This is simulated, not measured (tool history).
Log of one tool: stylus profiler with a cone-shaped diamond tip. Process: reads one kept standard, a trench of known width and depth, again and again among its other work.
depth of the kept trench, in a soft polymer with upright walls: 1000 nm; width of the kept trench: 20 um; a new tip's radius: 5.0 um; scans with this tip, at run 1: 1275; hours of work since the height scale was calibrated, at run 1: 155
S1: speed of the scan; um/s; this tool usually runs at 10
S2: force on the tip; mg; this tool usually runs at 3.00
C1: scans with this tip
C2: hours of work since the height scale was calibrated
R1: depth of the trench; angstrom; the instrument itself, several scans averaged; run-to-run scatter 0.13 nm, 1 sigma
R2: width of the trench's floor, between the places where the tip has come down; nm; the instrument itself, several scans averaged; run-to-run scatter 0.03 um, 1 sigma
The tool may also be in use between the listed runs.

run	hour	S1	S2	C1	C2	R1	R2
1	0.0	10	3.00	1275	155	10093.0	13770
2	31.7	10	3.94	1384	169	10112.2	13780
3	51.2	10	3.94	1450	177	10112.9	13770
4	72.0	11	3.00	1521	185	10092.0	13770
5	97.1	10	3.00	1607	196	10094.2	13670
6	131.6	10	3.00	1724	210	10092.9	13680
7	162.9	10	5.75	1831	223	10145.6	13670
8	190.9	10	5.75	1927	235	10147.1	13680
9	216.5	10	5.75	2014	245	10145.6	13600
10	236.8	10	5.75	2083	254	10143.4	13560
11	257.6	10	1.24	2155	262	10048.3	13500
12	282.3	10	1.24	2239	273	10048.1	13530
13	300.9	10	3.37	2302	281	10098.3	13570
14	329.8	27	3.37	2401	293	10096.2	13430
15	350.5	27	3.37	2472	301	10101.2	13420
16	369.7	14	3.00	2537	309	10091.0	13410
17	405.4	14	3.00	2659	324	10091.4	13400
18	436.0	14	3.00	2763	337	10088.8	13380
19	481.1	14	3.00	2917	355	10091.4	13340
20	521.7	14	3.00	3056	372	10091.8	13300
21	563.0	10	1.42	3197	389	10051.2	13300
22	582.8	10	1.42	3264	398	10053.4	13340
23	602.9	32	3.31	3333	406	10096.0	13190
24	627.2	6	3.80	3416	416	10106.1	13340
25	659.8	12	6.71	3527	430	10159.8	13300
26	696.9	37	8.22	3654	445	10182.8	13190

What does the tool deliver on the next run?
27	722.6	10	1.19	3741	456	?	?

Run 27 produced R1 10042.2 angstrom, R2 13230 nm.
With the hidden condition absent and the run-to-run variation left alone, this run would have shown R1 10050.7 angstrom, R2 13980 nm.
